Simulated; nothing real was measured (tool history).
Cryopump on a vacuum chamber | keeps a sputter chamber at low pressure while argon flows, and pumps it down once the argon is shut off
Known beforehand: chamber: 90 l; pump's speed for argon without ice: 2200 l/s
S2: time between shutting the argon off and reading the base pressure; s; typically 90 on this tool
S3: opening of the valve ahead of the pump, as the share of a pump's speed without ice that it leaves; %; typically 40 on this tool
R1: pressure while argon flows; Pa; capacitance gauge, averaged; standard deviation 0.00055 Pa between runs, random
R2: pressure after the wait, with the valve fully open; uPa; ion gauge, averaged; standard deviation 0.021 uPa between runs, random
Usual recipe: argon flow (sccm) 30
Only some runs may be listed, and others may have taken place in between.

{"run": 1, "hour": 0.0, "argon flow (sccm)": 30, "S2": 90, "S3": 40, "R1": 0.0616, "R2": 0.45}
{"run": 2, "hour": 11.0, "argon flow (sccm)": 30, "S2": 90, "S3": 40, "R1": 0.0609, "R2": 0.43}
{"run": 3, "hour": 20.7, "argon flow (sccm)": 30, "S2": 90, "S3": 40, "R1": 0.0607, "R2": 0.45}
{"run": 4, "hour": 32.8, "argon flow (sccm)": 30, "S2": 90, "S3": 40, "R1": 0.0598, "R2": 0.45}
{"run": 5, "hour": 45.9, "argon flow (sccm)": 30, "S2": 90, "S3": 40, "R1": 0.0608, "R2": 0.46}
{"run": 6, "hour": 59.0, "argon flow (sccm)": 30, "S2": 90, "S3": 41, "R1": 0.0593, "R2": 0.47}
{"run": 7, "hour": 76.1, "argon flow (sccm)": 30, "S2": 90, "S3": 41, "R1": 0.0597, "R2": 0.44}
{"run": 8, "hour": 90.9, "argon flow (sccm)": 30, "S2": 90, "S3": 46, "R1": 0.0536, "R2": 0.43}
{"run": 9, "hour": 107.6, "argon flow (sccm)": 30, "S2": 90, "S3": 46, "R1": 0.0544, "R2": 0.47}
{"run": 10, "hour": 115.8, "argon flow (sccm)": 30, "S2": 90, "S3": 40, "R1": 0.0619, "R2": 0.46}
{"run": 11, "hour": 123.5, "argon flow (sccm)": 30, "S2": 90, "S3": 40, "R1": 0.0624, "R2": 0.47}
{"run": 12, "hour": 137.4, "argon flow (sccm)": 30, "S2": 107, "S3": 40, "R1": 0.0622, "R2": 0.44}
{"run": 13, "hour": 155.0, "argon flow (sccm)": 30, "S2": 132, "S3": 40, "R1": 0.0618, "R2": 0.38}
{"run": 14, "hour": 164.5, "argon flow (sccm)": 30, "S2": 132, "S3": 40, "R1": 0.0607, "R2": 0.41}
{"run": 15, "hour": 182.9, "argon flow (sccm)": 30, "S2": 132, "S3": 40, "R1": 0.0624, "R2": 0.41}
{"run": 16, "hour": 197.4, "argon flow (sccm)": 30, "S2": 132, "S3": 40, "R1": 0.0623, "R2": 0.4}
{"run": 17, "hour": 208.1, "argon flow (sccm)": 30, "S2": 90, "S3": 40, "R1": 0.0622, "R2": 0.46}
{"run": 18, "hour": 217.9, "argon flow (sccm)": 49, "S2": 33, "S3": 40, "R1": 0.1012, "R2": 0.95}
{"run": 19, "hour": 225.8, "argon flow (sccm)": 15, "S2": 245, "S3": 22, "R1": 0.0542, "R2": 0.3}
{"run": 20, "hour": 235.4, "argon flow (sccm)": 13, "S2": 110, "S3": 43, "R1": 0.0251, "R2": 0.46}
{"run": 21, "hour": 247.0, "argon flow (sccm)": 33, "S2": 44, "S3": 22, "R1": 0.1204, "R2": 0.71}
{"run": 22, "hour": 263.9, "argon flow (sccm)": 18, "S2": 93, "S3": 39, "R1": 0.0383, "R2": 0.48}
{"run": 23, "hour": 272.8, "argon flow (sccm)": 20, "S2": 212, "S3": 24, "R1": 0.068, "R2": 0.33}
{"run": 24, "hour": 282.9, "argon flow (sccm)": 42, "S2": 54, "S3": 46, "R1": 0.077, "R2": 0.65}
{"run": 25, "hour": 294.6, "argon flow (sccm)": 42, "S2": 54, "S3": 46, "R1": 0.0772, "R2": 0.64}
{"run": 26, "hour": 313.5, "argon flow (sccm)": 42, "S2": 54, "S3": 46, "R1": 0.0775, "R2": 0.64}
{"run": 27, "hour": 326.6, "argon flow (sccm)": 43, "S2": 70, "S3": 25, "R1": 0.1384, "R2": 0.56}
{"run": 28, "hour": 334.7, "argon flow (sccm)": 35, "S2": 90, "S3": 21, "R1": 0.1348, "R2": 0.45}
{"run": 29, "hour": 352.0, "argon flow (sccm)": 35, "S2": 90, "S3": 21, "R1": 0.1364, "R2": 0.49}
{"run": 30, "hour": 361.4, "argon flow (sccm)": 35, "S2": 90, "S3": 21, "R1": 0.1348, "R2": 0.49}
{"run": 31, "hour": 377.3, "argon flow (sccm)": 44, "S2": 21, "S3": 21, "R1": 0.1688, "R2": 1.37}
{"run": 32, "hour": 395.3, "argon flow (sccm)": 22, "S2": 159, "S3": 25, "R1": 0.0719, "R2": 0.39}
{"run": 33, "hour": 406.8, "argon flow (sccm)": 22, "S2": 159, "S3": 25, "R1": 0.0725, "R2": 0.38}
{"run": 34, "hour": 424.5, "argon flow (sccm)": 16, "S2": 53, "S3": 21, "R1": 0.0624, "R2": 0.71}

Here are 5 independent what-if runs from the current tool condition. What would each one return?
{"run": "A", "hour": 441.7, "argon flow (sccm)": 19, "S2": 180, "S3": 28, "R1": "?", "R2": "?"}
{"run": "B", "hour": 441.7, "argon flow (sccm)": 16, "S2": 21, "S3": 36, "R1": "?", "R2": "?"}
{"run": "C", "hour": 441.7, "argon flow (sccm)": 31, "S2": 159, "S3": 44, "R1": "?", "R2": "?"}
{"run": "D", "hour": 441.7, "argon flow (sccm)": 30, "S2": 56, "S3": 40, "R1": "?", "R2": "?"}
{"run": "E", "hour": 441.7, "argon flow (sccm)": 22, "S2": 53, "S3": 19, "R1": "?", "R2": "?"}

run=A R1=0.0564 R2=0.39
run=B R1=0.0375 R2=1.39
run=C R1=0.0602 R2=0.38
run=D R1=0.0643 R2=0.64
run=E R1=0.0948 R2=0.69
Take away the tool's hidden state, keep each run's random variation, and the runs would have read:
run=A R1=0.0523 R2=0.29
run=B R1=0.0341 R2=1.28
run=C R1=0.0536 R2=0.27
run=D R1=0.0578 R2=0.54
run=E R1=0.0901 R2=0.58
